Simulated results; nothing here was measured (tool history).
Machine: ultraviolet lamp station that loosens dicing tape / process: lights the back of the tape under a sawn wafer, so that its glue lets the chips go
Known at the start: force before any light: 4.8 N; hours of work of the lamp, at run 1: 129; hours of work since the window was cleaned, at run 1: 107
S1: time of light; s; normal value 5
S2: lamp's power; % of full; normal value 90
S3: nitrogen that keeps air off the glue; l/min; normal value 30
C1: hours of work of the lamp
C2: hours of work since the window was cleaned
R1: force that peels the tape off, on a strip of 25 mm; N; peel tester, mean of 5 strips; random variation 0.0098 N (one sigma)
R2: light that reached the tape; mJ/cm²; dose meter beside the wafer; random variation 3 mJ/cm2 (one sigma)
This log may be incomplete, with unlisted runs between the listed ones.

run,hour,S1,S2,S3,C1,C2,R1,R2
1,0,5,90,30,129,107,0.514,412
2,10.3,5,90,30,135,112,0.494,412
3,24.2,5,90,30,143,120,0.536,414
4,40.4,5,90,19,151,129,0.72,409
5,55.5,5,90,19,160,137,0.725,407
6,68.9,5,74,30,167,144,0.757,329
7,89.4,5,90,49,178,156,0.388,405
8,106.2,5,90,49,187,165,0.373,398
9,117.3,5,90,30,193,171,0.546,397
10,137.7,5,90,27,205,182,0.611,393
11,150.8,5,90,30,212,189,0.551,394
12,170.4,5,90,30,222,200,0.556,390
# hour 172.5: window cleaned of glue's vapour
13,186.5,5,90,30,231,8,0.579,387
14,202.8,5,90,30,240,17,0.58,384
15,218.2,5,90,30,248,25,0.58,381
16,236.4,5,90,30,258,35,0.613,382
# hour 254.4: window cleaned of glue's vapour, once more
17,255.7,5,73,30,269,1,0.778,321
18,274.6,5,73,30,279,11,0.824,320
19,295.7,6,90,30,290,23,0.4,466
20,310.9,5,90,30,299,31,0.596,387
21,319.7,5,90,30,303,36,0.591,389
22,332.8,5,90,30,311,43,0.569,383
23,342.4,5,68,46,316,48,0.72,289
24,355.7,5,60,57,323,55,0.838,258
25,370.2,10,86,13,331,63,0.337,731
26,384.8,7,99,13,339,71,0.503,585
27,400.9,7,99,13,348,80,0.51,579
28,419.6,5,62,37,358,90,1.024,257
29,432.2,4,90,18,365,97,1.177,297
30,443.1,3,70,38,371,103,1.608,171
31,461.1,3,98,38,381,113,1.106,242
32,474.6,3,98,38,388,120,1.122,242
33,490.7,3,98,38,397,129,1.113,236
34,505.5,3,87,22,405,137,1.61,210
35,522.3,3,87,24,414,146,1.602,206
36,539,3,87,24,423,156,1.659,210
37,547.9,3,83,13,428,160,2.11,200
38,567.7,7,96,14,439,171,0.57,529
39,580.9,7,96,14,446,178,0.58,519
40,590.6,7,96,14,452,184,0.58,528
41,603.3,3,96,11,458,191,2.052,224
42,615.8,5,68,13,465,197,1.714,260
43,624.7,5,68,13,470,202,1.675,257
44,635.9,5,64,13,476,209,1.756,246

Entry by entry between the runs, the difference in hidden state between the last listed run before and the first listed run after:
From run 12 to run 13: window cleaned of glue's vapour (hour 172.5)
  lamp's light, % of a new lamp's: 88.9 -> 88.6; light that the window lets through, % of a clean one's: 96 -> 95.4
  difference, measured minus the result without the unlogged condition, R1: +0.145 -> +0.16 N; R2: -67 -> -70 mJ/cm²
From run 16 to run 17: window cleaned of glue's vapour, once more (hour 254.4)
  lamp's light, % of a new lamp's: 87.5 -> 87.1; light that the window lets through, % of a clean one's: 94.9 -> 99.3
  difference, measured minus the result without the unlogged condition, R1: +0.185 -> +0.175 N; R2: -77 -> -49 mJ/cm²
